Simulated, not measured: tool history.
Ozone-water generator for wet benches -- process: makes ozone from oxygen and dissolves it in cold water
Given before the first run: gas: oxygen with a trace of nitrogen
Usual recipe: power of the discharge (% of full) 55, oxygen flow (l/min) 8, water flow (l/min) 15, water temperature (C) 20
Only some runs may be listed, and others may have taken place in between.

run     day  power of the discharge (% of full)  oxygen flow (l/min)  water flow (l/min)  water temperature (C)  dissolved ozone (ppm)  ozone in the gas ahead of the water (g/m3)
  1       0                                  55                    8                  15                     20                     14                                       128.5
  2     2.9                                  55                    8                  15                     20                   14.4                                       128.4
  3   5.308                                  55                    8                  15                     20                   14.4                                       129.2
  4   8.442                                  55                    8                  15                     20                   14.3                                         128
  5  11.367                                  55                    8                  15                     20                   14.4                                       127.9
  6  14.267                                  55                    8                  15                     12                   16.9                                       126.9
  7  15.529                                  55                 5.43                  15                     20                   15.5                                         164
  8  17.829                                  53                    8                  15                     20                   13.6                                       123.7
  9  20.208                                  67                 8.08                  15                     20                   16.8                                       148.9
 10  23.229                                  67                 8.08                  15                     20                   17.3                                       148.5
 11  26.038                                  91                  7.7                  18                     25                   17.6                                       200.1
 12  28.767                                  55                  8.1                  15                     20                   14.7                                       126.7
 13    31.7                                  55                  8.1                  15                     20                   14.5                                       126.1
 14  34.304                                  92                 7.69                  13                     13                   28.6                                       198.1
 15   36.35                                  84                 7.55                  11                     15                   28.7                                       185.8

Removed from this log: 2 entries logged between the listed runs. Between which two listed runs does each belong, and how does the tool's hidden state at the listed run before it compare with that at the listed run after it?
Run 7 -> run 8: contactor cleaned (day 15.925)
  yield of the discharge, % of new electrodes': 96.6 -> 96.5; contactor's efficiency, % of a clean one's: 93.8 -> 91.3; true water temperature over the reading, C: 0.12 -> 0.13
  measured value less the no-hidden-state value, dissolved ozone (ppm): -1.1 -> -1.2; ozone in the gas ahead of the water (g/m3): -4.6 -> -3.4
Run 9 -> run 10: contactor cleaned, once more (day 21.692)
  yield of the discharge, % of new electrodes': 96.4 -> 96.2; contactor's efficiency, % of a clean one's: 91.3 -> 98.2; true water temperature over the reading, C: 0.13 -> 0.14
  measured value less the no-hidden-state value, dissolved ozone (ppm): -1.7 -> -0.9; ozone in the gas ahead of the water (g/m3): -5.5 -> -5.6
